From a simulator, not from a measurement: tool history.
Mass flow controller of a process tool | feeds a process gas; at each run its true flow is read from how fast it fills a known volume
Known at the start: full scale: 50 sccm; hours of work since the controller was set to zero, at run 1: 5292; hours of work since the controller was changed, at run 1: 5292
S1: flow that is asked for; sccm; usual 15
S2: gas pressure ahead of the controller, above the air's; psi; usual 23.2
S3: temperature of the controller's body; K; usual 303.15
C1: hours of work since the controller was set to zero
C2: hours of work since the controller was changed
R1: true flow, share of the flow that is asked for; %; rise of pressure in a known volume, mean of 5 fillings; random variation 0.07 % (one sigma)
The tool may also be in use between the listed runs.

| run | hour | S1 | S2 | S3 | C1 | C2 | R1 |
|---|---|---|---|---|---|---|---|
| 1 | 0 | 15 | 23.2 | 303.15 | 5292 | 5292 | 98.92 |
| 2 | 402.7 | 6 | 23.2 | 303.15 | 5514 | 5514 | 98.27 |
| 3 | 849.9 | 6 | 23.2 | 303.15 | 5761 | 5761 | 97.94 |
| 4 | 1236.8 | 15 | 23.2 | 303.15 | 5974 | 5974 | 98.02 |
| 5 | 1576.9 | 15 | 23.2 | 303.15 | 6161 | 6161 | 97.88 |
| 6 | 2031.6 | 15 | 23.2 | 303.15 | 6412 | 6412 | 97.55 |
|  | 2180.9 | controller's zero set anew |
| 7 | 2484.1 | 15 | 23.2 | 303.15 | 167 | 6661 | 97.24 |
| 8 | 2689.6 | 15 | 23.2 | 303.15 | 280 | 6774 | 97.11 |
| 9 | 3036.6 | 15 | 23.2 | 303.15 | 472 | 6966 | 96.91 |
| 10 | 3373.1 | 15 | 23.2 | 303.15 | 657 | 7151 | 96.73 |
| 11 | 3681.5 | 15 | 23.2 | 303.15 | 827 | 7321 | 96.55 |
| 12 | 4110.7 | 30 | 23.2 | 303.15 | 1064 | 7558 | 96.86 |
| 13 | 4349.7 | 15 | 23.2 | 303.15 | 1195 | 7689 | 96.22 |
|  | 4722.6 | gauge calibrated |
| 14 | 4740.9 | 15 | 23.2 | 303.15 | 1411 | 7905 | 98.83 |
| 15 | 4988.7 | 30 | 30.9 | 304.15 | 1548 | 8042 | 99.65 |
| 16 | 5414.3 | 30 | 30.9 | 304.15 | 1782 | 8276 | 99.5 |
| 17 | 5782.6 | 26 | 27.8 | 306.15 | 1985 | 8479 | 99.34 |
| 18 | 6142.8 | 15 | 23.4 | 311.15 | 2184 | 8678 | 98.76 |
| 19 | 6375.3 | 17 | 23.1 | 294.15 | 2312 | 8806 | 96.96 |
| 20 | 6649.1 | 9 | 23.1 | 297.15 | 2463 | 8957 | 96.86 |
| 21 | 6844.2 | 9 | 23.1 | 297.15 | 2570 | 9064 | 96.75 |
| 22 | 7085 | 9 | 23.1 | 297.15 | 2703 | 9197 | 96.44 |
| 23 | 7383.5 | 30 | 40.6 | 311.15 | 2868 | 9362 | 99.53 |
| 24 | 7635.6 | 15 | 24.5 | 295.15 | 3007 | 9501 | 96.23 |
| 25 | 8031.4 | 15 | 34.7 | 301.15 | 3225 | 9719 | 97.08 |
| 26 | 8303.4 | 15 | 34.7 | 301.15 | 3375 | 9869 | 96.94 |
| 27 | 8654.8 | 15 | 25.5 | 293.15 | 3568 | 10062 | 95.43 |

Forecast each of these 3 alternatives for the next run:
| A | 8858.9 | 13 | 25.5 | 311.15 | 3681 | 10175 | ? |
| B | 8858.9 | 18 | 25.5 | 301.15 | 3681 | 10175 | ? |
| C | 8858.9 | 9 | 27.8 | 295.15 | 3681 | 10175 | ? |

| run | R1 |
|---|---|
| A | 97.22 |
| B | 96.25 |
| C | 95.43 |
Without the tool's hidden state the same runs would have given:
| run | R1 |
|---|---|
| A | 99.74 |
| B | 98.75 |
| C | 97.89 |
